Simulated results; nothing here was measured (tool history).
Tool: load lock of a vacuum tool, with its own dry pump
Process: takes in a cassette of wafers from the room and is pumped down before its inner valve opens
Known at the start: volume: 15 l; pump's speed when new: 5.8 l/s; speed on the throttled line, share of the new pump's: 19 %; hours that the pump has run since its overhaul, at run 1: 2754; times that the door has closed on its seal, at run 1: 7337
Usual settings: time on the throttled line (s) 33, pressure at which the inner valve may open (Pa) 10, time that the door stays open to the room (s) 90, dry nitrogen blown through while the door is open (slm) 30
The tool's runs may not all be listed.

run    hour  time on the throttled line (s)  pressure at which the inner valve may open (Pa)  time that the door stays open to the room (s)  dry nitrogen blown through while the door is open (slm)  hours that the pump has run since its overhaul  times that the door has closed on its seal  incoming humidity of the room's air, %  time from the closed door until the inner valve may open (s)  rise of the pressure with all valves shut (Pa/min)
  1       0                              33                                               10                                             90                                                       30                                            2754                                        7337                                    47.2                                                          51.3                                               0.076
  2    63.1                              33                                               10                                             90                                                       30                                            2817                                        7518                                      49                                                          51.4                                               0.085
  3     154                              31                                               10                                             90                                                       30                                            2908                                        7779                                    45.9                                                          50.2                                                0.08
  4     282                              33                                               10                                             90                                                       30                                            3036                                        8146                                    46.7                                                          51.5                                               0.083
  5   361.6                              33                                               10                                             90                                                       30                                            3116                                        8375                                      45                                                          51.3                                               0.084
  6   433.9                              33                                               10                                             90                                                       30                                            3188                                        8582                                    47.4                                                            51                                               0.091
  7   524.1                              33                                               10                                             90                                                       30                                            3278                                        8841                                    42.8                                                          51.4                                               0.086
  8   665.8                              33                                               10                                            102                                                       30                                            3420                                        9248                                    46.1                                                            51                                               0.091
  9   730.7                              33                                               10                                            102                                                        8                                            3485                                        9434                                    46.9                                                          51.3                                               0.115
 10   795.8                              33                                               10                                            102                                                        8                                            3550                                        9621                                    47.5                                                          51.6                                               0.114
 11     941                              33                                               10                                            102                                                        8                                            3695                                       10038                                    44.7                                                          51.8                                               0.106
 12  1003.4                              33                                               10                                             90                                                       30                                            3757                                       10217                                    46.2                                                          51.2                                               0.092
 13  1138.4                              33                                               10                                             90                                                       30                                            3893                                       10605                                    44.1                                                          51.3                                               0.095
 14    1246                              33                                               10                                             53                                                       30                                            4000                                       10913                                    42.9                                                          51.9                                               0.085
 15  1359.3                              33                                               10                                             53                                                       30                                            4113                                       11239                                    44.3                                                          51.8                                                0.09
 16  1465.3                              33                                               10                                             90                                                       30                                            4219                                       11543                                    45.1                                                          51.7                                               0.095
 17  1610.4                              33                                               10                                             90                                                       30                                            4365                                       11959                                    46.9                                                          51.6                                               0.104
 18  1733.3                              19                                               10                                             90                                                       17                                            4487                                       12312                                      46                                                          40.3                                               0.111
 19    1881                              19                                               10                                             90                                                       17                                            4635                                       12736                                    45.3                                                          40.3                                               0.115
 20  2009.9                              33                                               11                                             90                                                        5                                            4764                                       13106                                    45.6                                                          51.5                                               0.131
 21  2082.5                              55                                               11                                             90                                                        7                                            4837                                       13315                                    46.4                                                          68.8                                               0.126
 22  2203.4                              33                                                8                                            237                                                       30                                            4958                                       13662                                    44.5                                                          52.1                                               0.125
 23  2342.1                              19                                                9                                             39                                                       20                                            5096                                       14060                                    45.8                                                          40.7                                               0.108
 24  2444.9                              19                                                9                                             39                                                       20                                            5199                                       14355                                    45.4                                                            41                                               0.111
 25  2591.1                              19                                                9                                             39                                                       20                                            5345                                       14775                                    42.7                                                          40.9                                               0.111
 26    2690                              39                                               16                                             86                                                        4                                            5444                                       15058                                    43.9                                                          55.7                                               0.132
 27  2783.2                              39                                               16                                            111                                                       32                                            5537                                       15326                                    47.9                                                          55.1                                               0.125
 28  2849.9                              34                                               10                                             90                                                       30                                            5604                                       15517                                    42.7                                                          52.5                                               0.119
 29  2942.5                              51                                               10                                             90                                                       16                                            5697                                       15784                                    48.8                                                          66.8                                               0.139
 30  3042.2                              51                                                9                                            168                                                       24                                            5796                                       16069                                    43.5                                                          66.8                                               0.129
 31  3132.7                              29                                               12                                            168                                                       24                                            5887                                       16329                                    41.6                                                          48.1                                               0.132
 32  3243.7                              33                                               10                                             90                                                       30                                            5998                                       16648                                    43.4                                                          52.6                                               0.126
 33  3359.2                              33                                                7                                             90                                                       30                                            6113                                       16979                                    46.1                                                          52.9                                               0.138
 34  3479.5                              21                                               13                                             32                                                       12                                            6234                                       17325                                    45.7                                                          41.7                                               0.138

Measured less the same run without the tool's hidden state. The same run-to-run variation is in both; the gauge's scatter may not be:
The hidden state here: pump's speed, % of a new pump's; leak at the door's seal, Pa l/s; drift of the gauge itself on ready_s, %; drift of the gauge itself on rise_pa_min, %.
run  time from the closed door until the inner valve may open (s)  rise of the pressure with all valves shut (Pa/min)
  1                                                          +0.5                                              +0.033
  2                                                          +0.6                                              +0.035
  3                                                          +0.7                                              +0.035
  4                                                          +0.7                                              +0.038
  5                                                          +0.7                                              +0.038
  6                                                          +0.7                                               +0.04
  7                                                          +0.6                                              +0.041
  8                                                          +0.7                                              +0.041
  9                                                          +0.7                                              +0.042
 10                                                          +0.8                                              +0.043
 11                                                          +0.8                                              +0.046
 12                                                          +0.8                                              +0.047
 13                                                          +0.9                                              +0.049
 14                                                          +0.9                                              +0.049
 15                                                          +0.9                                              +0.051
 16                                                            +1                                              +0.053
 17                                                          +0.9                                              +0.055
 18                                                          +1.2                                              +0.057
 19                                                          +1.2                                               +0.06
 20                                                          +1.1                                              +0.061
 21                                                          +0.8                                              +0.061
 22                                                          +1.2                                              +0.064
 23                                                          +1.4                                              +0.067
 24                                                          +1.4                                              +0.068
 25                                                          +1.5                                              +0.071
 26                                                          +1.1                                               +0.07
 27                                                          +1.2                                              +0.074
 28                                                          +1.3                                              +0.074
 29                                                          +1.1                                              +0.077
 30                                                          +1.2                                              +0.078
 31                                                          +1.5                                              +0.079
 32                                                          +1.4                                              +0.084
 33                                                          +1.5                                              +0.084
 34                                                          +1.6                                              +0.087

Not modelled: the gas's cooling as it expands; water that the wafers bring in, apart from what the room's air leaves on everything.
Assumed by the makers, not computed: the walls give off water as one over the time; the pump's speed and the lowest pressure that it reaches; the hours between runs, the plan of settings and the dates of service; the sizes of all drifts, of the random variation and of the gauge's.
